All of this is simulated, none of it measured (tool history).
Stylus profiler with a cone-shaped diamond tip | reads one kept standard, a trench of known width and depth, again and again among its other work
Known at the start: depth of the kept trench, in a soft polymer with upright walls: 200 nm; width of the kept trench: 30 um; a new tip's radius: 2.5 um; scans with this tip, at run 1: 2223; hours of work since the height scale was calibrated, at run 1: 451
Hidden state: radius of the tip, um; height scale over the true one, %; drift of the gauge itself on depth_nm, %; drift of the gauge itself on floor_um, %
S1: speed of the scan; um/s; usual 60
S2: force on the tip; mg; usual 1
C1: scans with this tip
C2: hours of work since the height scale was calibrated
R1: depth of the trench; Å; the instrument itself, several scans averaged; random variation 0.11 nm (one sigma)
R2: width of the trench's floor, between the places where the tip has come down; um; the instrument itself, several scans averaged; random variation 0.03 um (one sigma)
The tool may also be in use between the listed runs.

run   hour   S1    S2    C1   C2      R1     R2
  1      0   60     1  2223  451  2021.1  27.69
  2   31.6   60     1  2347  476  2021.2  27.63
  3   60.2   60     1  2458  498  2020.9  27.59
  4   82.6   60     1  2546  516  2021.7  27.66
  5  105.6   60     1  2636  534  2022.7  27.59
  6  131.3   83     1  2737  555  2021.7  27.47
  7  153.3   60  0.81  2823  572  2019.4  27.56
  8  168.5   60  0.81  2883  584  2022.3  27.51
  9  197.8  187  1.57  2997  608  2028.8  27.19
 10  222.3   37  0.57  3093  627  2019.3  27.65
 11  257.2   91  0.69  3230  655  2021.7  27.36
 12  275.2   19   1.4  3301  669    2029  27.79
 13  300.4  179  0.42  3399  689  2017.5  26.62
 14  330.6  123  0.91  3517  713  2023.5   27.2
 15  365.3   17  1.44  3653  741  2029.6  27.82
 16    381   17  2.78  3715  753  2040.9  27.76

Hidden state or all else? Some run-to-run changes of R1, split into what the settings, what came in and random variation would give without the hidden state, and what is left for the hidden state (with any gauge scatter that isn't in both results):
Run 1 -> 2: no setting changed, nothing entered. R1 +0.1 Å: hidden state +0.3, all else -0.2.
Run 12 -> 13: S1 19 -> 179, S2 1.4 -> 0.42. R1 -11.5 Å: hidden state +0.1, all else -11.6.
